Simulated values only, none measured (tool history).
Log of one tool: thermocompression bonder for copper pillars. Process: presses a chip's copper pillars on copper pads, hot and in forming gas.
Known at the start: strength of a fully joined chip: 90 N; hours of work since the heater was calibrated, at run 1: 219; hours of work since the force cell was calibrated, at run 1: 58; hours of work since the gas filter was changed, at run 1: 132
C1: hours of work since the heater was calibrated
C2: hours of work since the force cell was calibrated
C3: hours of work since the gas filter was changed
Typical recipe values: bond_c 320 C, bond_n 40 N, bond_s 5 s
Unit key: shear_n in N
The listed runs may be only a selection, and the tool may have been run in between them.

run 1 hour=0.0 | bond_c=320 bond_n=40 bond_s=5 | C1=219 C2=58 C3=132 | shear_n=49.2
run 2 hour=12.5 | bond_c=320 bond_n=30 bond_s=5 | C1=226 C2=64 C3=139 | shear_n=42.9
run 3 hour=21.4 | bond_c=320 bond_n=46 bond_s=5 | C1=230 C2=69 C3=143 | shear_n=52.2
run 4 hour=32.1 | bond_c=320 bond_n=40 bond_s=5 | C1=236 C2=74 C3=149 | shear_n=49.2
run 5 hour=42.6 | bond_c=320 bond_n=40 bond_s=5 | C1=241 C2=79 C3=154 | shear_n=49.3
run 6 hour=55.5 | bond_c=320 bond_n=40 bond_s=5 | C1=248 C2=86 C3=161 | shear_n=48.7
run 7 hour=66.7 | bond_c=293 bond_n=40 bond_s=5 | C1=253 C2=92 C3=166 | shear_n=35.5
run 8 hour=78.0 | bond_c=293 bond_n=40 bond_s=5 | C1=259 C2=98 C3=172 | shear_n=35.4
run 9 hour=85.8 | bond_c=293 bond_n=40 bond_s=5 | C1=263 C2=102 C3=176 | shear_n=35.6
run 10 hour=102.2 | bond_c=293 bond_n=39 bond_s=7 | C1=271 C2=110 C3=185 | shear_n=39.8
run 11 hour=116.7 | bond_c=319 bond_n=30 bond_s=3 | C1=279 C2=117 C3=192 | shear_n=35.3
run 12 hour=133.6 | bond_c=319 bond_n=30 bond_s=3 | C1=288 C2=126 C3=201 | shear_n=35.4
run 13 hour=146.1 | bond_c=300 bond_n=30 bond_s=5 | C1=294 C2=132 C3=207 | shear_n=33.5
run 14 hour=161.0 | bond_c=298 bond_n=48 bond_s=5 | C1=302 C2=140 C3=215 | shear_n=41.5
run 15 hour=175.6 | bond_c=324 bond_n=27 bond_s=6 | C1=309 C2=147 C3=222 | shear_n=45.5
run 16 hour=183.9 | bond_c=328 bond_n=42 bond_s=6 | C1=313 C2=152 C3=226 | shear_n=57.8

5 ways to go on from here, each from the tool as it stands after run 16. What would each give?
run A hour=198.8 | bond_c=328 bond_n=40 bond_s=5 | C1=321 C2=159 C3=234 | shear_n=?
run B hour=198.8 | bond_c=328 bond_n=51 bond_s=11 | C1=321 C2=159 C3=234 | shear_n=?
run C hour=198.8 | bond_c=296 bond_n=59 bond_s=4 | C1=321 C2=159 C3=234 | shear_n=?
run D hour=198.8 | bond_c=349 bond_n=33 bond_s=3 | C1=321 C2=159 C3=234 | shear_n=?
run E hour=198.8 | bond_c=320 bond_n=36 bond_s=6 | C1=321 C2=159 C3=234 | shear_n=?

run=A shear_n=53.9
run=B shear_n=71.5
run=C shear_n=41.5
run=D shear_n=51.5
run=E shear_n=50.1
Take away the tool's hidden state, keep each run's random variation, and the runs would have read:
run=A shear_n=53.5
run=B shear_n=71.0
run=C shear_n=41.2
run=D shear_n=51.2
run=E shear_n=49.8
